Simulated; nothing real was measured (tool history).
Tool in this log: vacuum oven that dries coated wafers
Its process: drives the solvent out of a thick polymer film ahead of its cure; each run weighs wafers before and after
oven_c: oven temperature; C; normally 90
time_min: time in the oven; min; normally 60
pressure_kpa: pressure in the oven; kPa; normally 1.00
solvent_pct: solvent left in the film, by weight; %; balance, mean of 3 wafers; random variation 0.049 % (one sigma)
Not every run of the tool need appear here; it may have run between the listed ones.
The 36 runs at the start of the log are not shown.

{"run": 37, "hour": 2656.0, "oven_c": 90, "time_min": 100, "pressure_kpa": 3.54, "solvent_pct": 3.74}
{"run": 38, "hour": 2739.6, "oven_c": 99, "time_min": 47, "pressure_kpa": 2.06, "solvent_pct": 3.73}
{"run": 39, "hour": 2845.3, "oven_c": 90, "time_min": 60, "pressure_kpa": 2.45, "solvent_pct": 4.72}
{"run": 40, "hour": 2947.9, "oven_c": 78, "time_min": 60, "pressure_kpa": 0.91, "solvent_pct": 6.66}
{"run": 41, "hour": 3008.9, "oven_c": 78, "time_min": 60, "pressure_kpa": 0.91, "solvent_pct": 6.7}
{"run": 42, "hour": 3091.0, "oven_c": 95, "time_min": 35, "pressure_kpa": 0.73, "solvent_pct": 5.4}
{"run": 43, "hour": 3168.7, "oven_c": 88, "time_min": 60, "pressure_kpa": 3.44, "solvent_pct": 5.99}
{"run": 44, "hour": 3220.8, "oven_c": 82, "time_min": 31, "pressure_kpa": 1.0, "solvent_pct": 8.96}
{"run": 45, "hour": 3305.7, "oven_c": 82, "time_min": 31, "pressure_kpa": 1.0, "solvent_pct": 9.03}
{"run": 46, "hour": 3354.1, "oven_c": 82, "time_min": 31, "pressure_kpa": 1.0, "solvent_pct": 9.04}

Alternative continuations, all from the tool just after run 46; predict every row:
{"run": "A", "hour": 3441.3, "oven_c": 90, "time_min": 45, "pressure_kpa": 3.75, "solvent_pct": "?"}
{"run": "B", "hour": 3441.3, "oven_c": 86, "time_min": 60, "pressure_kpa": 1.0, "solvent_pct": "?"}
{"run": "C", "hour": 3441.3, "oven_c": 90, "time_min": 64, "pressure_kpa": 1.0, "solvent_pct": "?"}
{"run": "D", "hour": 3441.3, "oven_c": 105, "time_min": 31, "pressure_kpa": 3.37, "solvent_pct": "?"}
{"run": "E", "hour": 3441.3, "oven_c": 90, "time_min": 49, "pressure_kpa": 1.0, "solvent_pct": "?"}

run=A solvent_pct=6.97
run=B solvent_pct=4.82
run=C solvent_pct=3.62
run=D solvent_pct=4.93
run=E solvent_pct=4.90
Stripped of hidden state, with their random variation kept, the same runs would have yielded:
run=A solvent_pct=6.84
run=B solvent_pct=4.67
run=C solvent_pct=3.48
run=D solvent_pct=4.84
run=E solvent_pct=4.77

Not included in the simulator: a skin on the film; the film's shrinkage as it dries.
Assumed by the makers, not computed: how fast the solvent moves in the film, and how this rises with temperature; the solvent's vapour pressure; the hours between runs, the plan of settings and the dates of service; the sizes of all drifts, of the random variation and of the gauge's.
